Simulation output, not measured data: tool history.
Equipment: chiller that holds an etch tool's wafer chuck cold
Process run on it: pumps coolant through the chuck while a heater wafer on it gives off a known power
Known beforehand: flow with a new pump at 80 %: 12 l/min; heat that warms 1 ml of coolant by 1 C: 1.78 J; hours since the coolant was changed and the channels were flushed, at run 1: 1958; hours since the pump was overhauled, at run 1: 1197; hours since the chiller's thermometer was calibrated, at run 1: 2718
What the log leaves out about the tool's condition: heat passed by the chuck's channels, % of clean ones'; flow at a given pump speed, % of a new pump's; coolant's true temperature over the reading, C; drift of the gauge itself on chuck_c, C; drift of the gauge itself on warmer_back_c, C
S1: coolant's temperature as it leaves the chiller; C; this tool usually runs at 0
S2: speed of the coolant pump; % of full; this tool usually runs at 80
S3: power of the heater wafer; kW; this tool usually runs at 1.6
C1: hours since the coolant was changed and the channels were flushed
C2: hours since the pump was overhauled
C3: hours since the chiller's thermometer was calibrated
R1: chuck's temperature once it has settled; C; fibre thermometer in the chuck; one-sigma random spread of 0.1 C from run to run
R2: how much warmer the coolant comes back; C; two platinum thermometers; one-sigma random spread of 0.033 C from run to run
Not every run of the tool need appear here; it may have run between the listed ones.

{"run": 1, "hour": 0.0, "S1": 0, "S2": 80, "S3": 1.6, "C1": 1958, "C2": 1197, "C3": 2718, "R1": 17.9, "R2": 4.45}
{"run": 2, "hour": 64.1, "S1": 0, "S2": 80, "S3": 1.6, "C1": 2022, "C2": 1261, "C3": 2783, "R1": 18.3, "R2": 4.5}
{"run": 3, "hour": 149.0, "S1": 0, "S2": 80, "S3": 1.6, "C1": 2107, "C2": 1346, "C3": 2867, "R1": 18.1, "R2": 4.52}
{"run": 4, "hour": 204.9, "S1": 0, "S2": 80, "S3": 1.6, "C1": 2163, "C2": 1401, "C3": 2923, "R1": 18.1, "R2": 4.49}
{"run": 5, "hour": 274.9, "S1": 0, "S2": 80, "S3": 2.088, "C1": 2233, "C2": 1471, "C3": 2993, "R1": 23.5, "R2": 5.89}
{"run": 6, "hour": 346.4, "S1": 0, "S2": 80, "S3": 2.088, "C1": 2305, "C2": 1543, "C3": 3065, "R1": 23.6, "R2": 5.88}
{"run": 7, "hour": 455.3, "S1": -2, "S2": 80, "S3": 1.6, "C1": 2414, "C2": 1652, "C3": 3174, "R1": 15.9, "R2": 4.46}
{"run": 8, "hour": 525.0, "S1": 0, "S2": 80, "S3": 1.6, "C1": 2483, "C2": 1722, "C3": 3243, "R1": 18.2, "R2": 4.38}
{"run": 9, "hour": 633.1, "S1": 0, "S2": 80, "S3": 1.6, "C1": 2591, "C2": 1830, "C3": 3352, "R1": 18, "R2": 4.42}
{"run": 10, "hour": 698.1, "S1": 0, "S2": 77, "S3": 1.6, "C1": 2656, "C2": 1895, "C3": 3417, "R1": 18.6, "R2": 4.66}
{"run": 11, "hour": 761.0, "S1": 0, "S2": 98, "S3": 1.6, "C1": 2719, "C2": 1958, "C3": 3479, "R1": 15.3, "R2": 3.58}
{"run": 12, "hour": 857.4, "S1": 0, "S2": 98, "S3": 1.6, "C1": 2816, "C2": 2054, "C3": 3576, "R1": 15.5, "R2": 3.59}
{"run": 13, "hour": 955.5, "S1": 0, "S2": 98, "S3": 1.6, "C1": 2914, "C2": 2152, "C3": 3674, "R1": 15.3, "R2": 3.55}
{"run": 14, "hour": 1044.9, "S1": 0, "S2": 98, "S3": 1.6, "C1": 3003, "C2": 2241, "C3": 3763, "R1": 15.3, "R2": 3.56}
{"run": 15, "hour": 1147.6, "S1": 0, "S2": 98, "S3": 1.6, "C1": 3106, "C2": 2344, "C3": 3866, "R1": 15.2, "R2": 3.5}
{"run": 16, "hour": 1192.5, "S1": 0, "S2": 98, "S3": 1.6, "C1": 3151, "C2": 2389, "C3": 3911, "R1": 15.3, "R2": 3.52}
{"run": 17, "hour": 1267.2, "S1": 0, "S2": 98, "S3": 1.6, "C1": 3225, "C2": 2464, "C3": 3986, "R1": 15.4, "R2": 3.54}
{"run": 18, "hour": 1332.5, "S1": 0, "S2": 69, "S3": 1.2, "C1": 3291, "C2": 2529, "C3": 4051, "R1": 15.2, "R2": 3.87}
{"run": 19, "hour": 1418.3, "S1": 0, "S2": 69, "S3": 1.2, "C1": 3377, "C2": 2615, "C3": 4137, "R1": 15.4, "R2": 3.83}
{"run": 20, "hour": 1527.9, "S1": -2, "S2": 74, "S3": 0.866, "C1": 3486, "C2": 2724, "C3": 4246, "R1": 8.4, "R2": 2.53}
{"run": 21, "hour": 1596.0, "S1": 6, "S2": 85, "S3": 2.079, "C1": 3554, "C2": 2793, "C3": 4314, "R1": 28.4, "R2": 5.38}
{"run": 22, "hour": 1672.5, "S1": 6, "S2": 85, "S3": 2.079, "C1": 3631, "C2": 2869, "C3": 4391, "R1": 28.4, "R2": 5.35}
{"hour": 1724.5, "done": "chiller's thermometer calibrated"}
{"run": 23, "hour": 1751.6, "S1": 5, "S2": 64, "S3": 2.079, "C1": 3709, "C2": 2947, "C3": 27, "R1": 33.1, "R2": 7.24}
{"run": 24, "hour": 1815.8, "S1": 5, "S2": 64, "S3": 2.079, "C1": 3773, "C2": 3011, "C3": 91, "R1": 33, "R2": 7.28}
{"run": 25, "hour": 1891.9, "S1": 10, "S2": 98, "S3": 0.841, "C1": 3849, "C2": 3087, "C3": 167, "R1": 18.1, "R2": 1.78}
{"run": 26, "hour": 1989.7, "S1": -10, "S2": 82, "S3": 1.384, "C1": 3947, "C2": 3185, "C3": 265, "R1": 5.4, "R2": 3.62}
{"run": 27, "hour": 2087.5, "S1": -10, "S2": 63, "S3": 1.415, "C1": 4045, "C2": 3283, "C3": 363, "R1": 9.4, "R2": 4.95}
{"run": 28, "hour": 2143.8, "S1": 7, "S2": 81, "S3": 1.415, "C1": 4101, "C2": 3339, "C3": 419, "R1": 22.7, "R2": 3.72}
{"run": 29, "hour": 2205.8, "S1": 7, "S2": 80, "S3": 0.916, "C1": 4163, "C2": 3401, "C3": 481, "R1": 17.3, "R2": 2.39}
{"run": 30, "hour": 2289.4, "S1": 4, "S2": 80, "S3": 1.255, "C1": 4247, "C2": 3485, "C3": 565, "R1": 18.2, "R2": 3.38}
{"run": 31, "hour": 2359.8, "S1": 4, "S2": 67, "S3": 1.255, "C1": 4317, "C2": 3555, "C3": 635, "R1": 20.5, "R2": 4.09}

A few steps of R2 between consecutive runs. Split each: what settings, incoming material and random variation would produce without the hidden state, and what is left over for the hidden state, along with gauge scatter present in only one of the two compared results (measured, and without hidden state):
Run 2 -> 3: no setting touched and nothing written in the log between the runs. R2 +0.02 C: hidden state -0.01, all else +0.03.
Run 12 -> 13: no setting touched and nothing written in the log between the runs. R2 -0.04 C: hidden state -0.02, all else -0.02.
Run 17 -> 18: S2 98 -> 69, S3 1.6 -> 1.2. R2 +0.33 C: hidden state -0.02, all else +0.35.
Run 20 -> 21: S1 -2 -> 6, S2 74 -> 85, S3 0.866 -> 2.079. R2 +2.85 C: hidden state +0, all else +2.85.
Run 22 -> 23: S1 6 -> 5, S2 85 -> 64, chiller's thermometer calibrated. R2 +1.89 C: hidden state -0.01, all else +1.9.
Run 24 -> 25: S1 5 -> 10, S2 64 -> 98, S3 2.079 -> 0.841. R2 -5.5 C: hidden state +0, all else -5.5.

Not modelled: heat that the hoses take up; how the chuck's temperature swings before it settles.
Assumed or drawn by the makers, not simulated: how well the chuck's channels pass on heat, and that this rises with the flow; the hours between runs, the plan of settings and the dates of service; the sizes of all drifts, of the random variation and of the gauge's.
